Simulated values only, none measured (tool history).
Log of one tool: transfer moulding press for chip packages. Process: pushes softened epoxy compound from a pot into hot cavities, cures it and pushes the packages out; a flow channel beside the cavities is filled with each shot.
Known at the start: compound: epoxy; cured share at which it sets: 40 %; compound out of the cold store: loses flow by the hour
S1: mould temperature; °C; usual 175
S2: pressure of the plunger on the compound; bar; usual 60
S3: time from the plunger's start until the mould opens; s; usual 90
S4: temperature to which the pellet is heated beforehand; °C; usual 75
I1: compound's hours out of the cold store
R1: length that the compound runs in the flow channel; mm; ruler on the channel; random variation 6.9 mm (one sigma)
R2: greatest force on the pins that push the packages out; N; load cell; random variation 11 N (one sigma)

Run 1, day 0: usual settings; I1 26.9. Result: R1 760 mm, R2 974 N.
At day 0.404: cavities cleaned with cleaning compound and waxed.
Run 2, day 1.279: usual settings; I1 13.2. Result: R1 796 mm, R2 750 N.
Run 3, day 2.446: usual settings; I1 17.2. Result: R1 772 mm, R2 900 N.
Run 4, day 3.425: usual settings but S2 61.3 bar; I1 18.8. Result: R1 780 mm, R2 982 N.
At day 4.125: cavities cleaned with cleaning compound and waxed.
Run 5, day 4.125: usual settings but S2 69.7 bar; I1 42.9. Result: R1 779 mm, R2 508 N.
Run 6, day 5.288: usual settings but S2 69.7 bar; I1 40.8. Result: R1 785 mm, R2 759 N.
Run 7, day 6.45: usual settings but S2 60.4 bar; I1 35.5. Result: R1 736 mm, R2 859 N.
Run 8, day 7.317: usual settings but S4 72 °C; I1 25.3. Result: R1 739 mm, R2 1010 N.
At day 7.879: cavities cleaned with cleaning compound and waxed.
Run 9, day 8.671: usual settings but S4 72 °C; I1 40.7. Result: R1 719 mm, R2 702 N.
Run 10, day 9.333: usual settings; I1 26.2. Result: R1 731 mm, R2 809 N.
Run 11, day 10.262: usual settings but S3 89 s; I1 22.5. Result: R1 739 mm, R2 955 N.
Run 12, day 11.067: usual settings but S4 79 °C; I1 25.5. Result: R1 732 mm, R2 996 N.
At day 11.604: cavities cleaned with cleaning compound and waxed.
Run 13, day 12.254: usual settings but S4 79 °C; I1 17.5. Result: R1 751 mm, R2 669 N.
Run 14, day 12.904: usual settings but S1 168 °C, S2 47 bar, S3 127 s, S4 77 °C; I1 20.5. Result: R1 676 mm, R2 643 N.
Run 15, day 13.708: usual settings but S4 81 °C; I1 32.8. Result: R1 721 mm, R2 870 N.
Run 16, day 14.954: usual settings but S4 81 °C; I1 38.2. Result: R1 694 mm, R2 935 N.
At day 15.288: cavities cleaned with cleaning compound and waxed.
Run 17, day 16.062: usual settings but S1 173 °C, S3 127 s, S4 82 °C; I1 45.3. Result: R1 690 mm, R2 471 N.
Run 18, day 17.375: usual settings but S2 72.1 bar, S3 91 s, S4 76 °C; I1 26.8. Result: R1 784 mm, R2 875 N.
Run 19, day 18.658: usual settings but S1 181 °C, S3 73 s; I1 16.8. Result: R1 709 mm, R2 1169 N.
At day 19.025: cavities cleaned with cleaning compound and waxed.
Run 20, day 19.758: usual settings but S1 181 °C, S3 73 s; I1 35.2. Result: R1 672 mm, R2 803 N.
At day 20.325: plunger's sealing rings changed.
Run 21, day 20.846: usual settings but S2 59.6 bar, S4 68 °C; I1 19.4. Result: R1 775 mm, R2 897 N.
Run 22, day 21.575: usual settings but S1 170 °C, S2 46.2 bar, S3 127 s, S4 77 °C; I1 25. Result: R1 687 mm, R2 667 N.
Run 23, day 22.308: usual settings but S4 84 °C; I1 17.5. Result: R1 779 mm, R2 996 N.
At day 22.833: cavities cleaned with cleaning compound and waxed.
Run 24, day 23.038: usual settings but S1 174 °C, S2 68 bar; I1 35.1. Result: R1 796 mm, R2 607 N.

Some steps in R1 between neighbouring runs. How much of each would the tool show without its hidden state too (settings, what came in, random variation), and how much is left for the hidden state, with any gauge scatter that isn't in both results?
The hidden state here: true mould temperature over the reading, C; pressure that reaches the compound, % of what is set; grip of the stained cavities, % over clean ones'; drift of the gauge itself on flow_mm, %; drift of the gauge itself on push_out_n, %.
Run 17 -> 18: S1 173 -> 175, S2 60 -> 72.1, S3 127 -> 91, S4 82 -> 76. R1 +94 mm: hidden state -10, all else +104.
Run 20 -> 21: S1 181 -> 175, S2 60 -> 59.6, S3 73 -> 90, S4 75 -> 68, plunger's sealing rings changed. R1 +103 mm: hidden state +50, all else +53.
